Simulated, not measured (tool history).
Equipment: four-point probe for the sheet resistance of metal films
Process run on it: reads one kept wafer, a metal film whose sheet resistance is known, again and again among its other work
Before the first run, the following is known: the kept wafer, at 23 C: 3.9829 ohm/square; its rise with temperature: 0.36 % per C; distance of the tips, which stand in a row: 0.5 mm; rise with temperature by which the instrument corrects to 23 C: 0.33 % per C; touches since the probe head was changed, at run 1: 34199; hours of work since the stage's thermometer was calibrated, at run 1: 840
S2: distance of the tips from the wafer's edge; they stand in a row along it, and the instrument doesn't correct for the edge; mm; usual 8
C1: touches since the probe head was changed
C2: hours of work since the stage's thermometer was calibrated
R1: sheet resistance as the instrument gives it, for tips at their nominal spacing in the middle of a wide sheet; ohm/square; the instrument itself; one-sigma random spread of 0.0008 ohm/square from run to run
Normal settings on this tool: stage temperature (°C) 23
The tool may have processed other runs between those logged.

run 1 hour=0.0 | stage_temperature_(°C)=23 S2=8 | C1=34199 C2=840 | R1=3.990754
run 2 hour=38.2 | stage_temperature_(°C)=22 S2=8 | C1=35225 C2=860 | R1=3.989280
run 3 hour=83.5 | stage_temperature_(°C)=23 S2=7 | C1=36442 C2=883 | R1=3.993421
run 4 hour=120.6 | stage_temperature_(°C)=23 S2=7 | C1=37439 C2=902 | R1=3.991557
run 5 hour=168.1 | stage_temperature_(°C)=23 S2=8 | C1=38716 C2=926 | R1=3.990290
run 6 hour=213.8 | stage_temperature_(°C)=23 S2=8 | C1=39942 C2=950 | R1=3.991433
run 7 hour=249.6 | stage_temperature_(°C)=19 S2=8 | C1=40903 C2=968 | R1=3.986011
run 8 hour=289.6 | stage_temperature_(°C)=19 S2=8 | C1=41979 C2=988 | R1=3.986149

Run 9, settings as shown, results not yet in. Your forecast:
run 9 hour=337.1 | stage_temperature_(°C)=19 S2=8 | C1=43253 C2=1013 | R1=?

Run 9 produced R1 3.987088 ohm/square.
Without the tool's hidden state the same run would have given R1 3.987717 ohm/square.
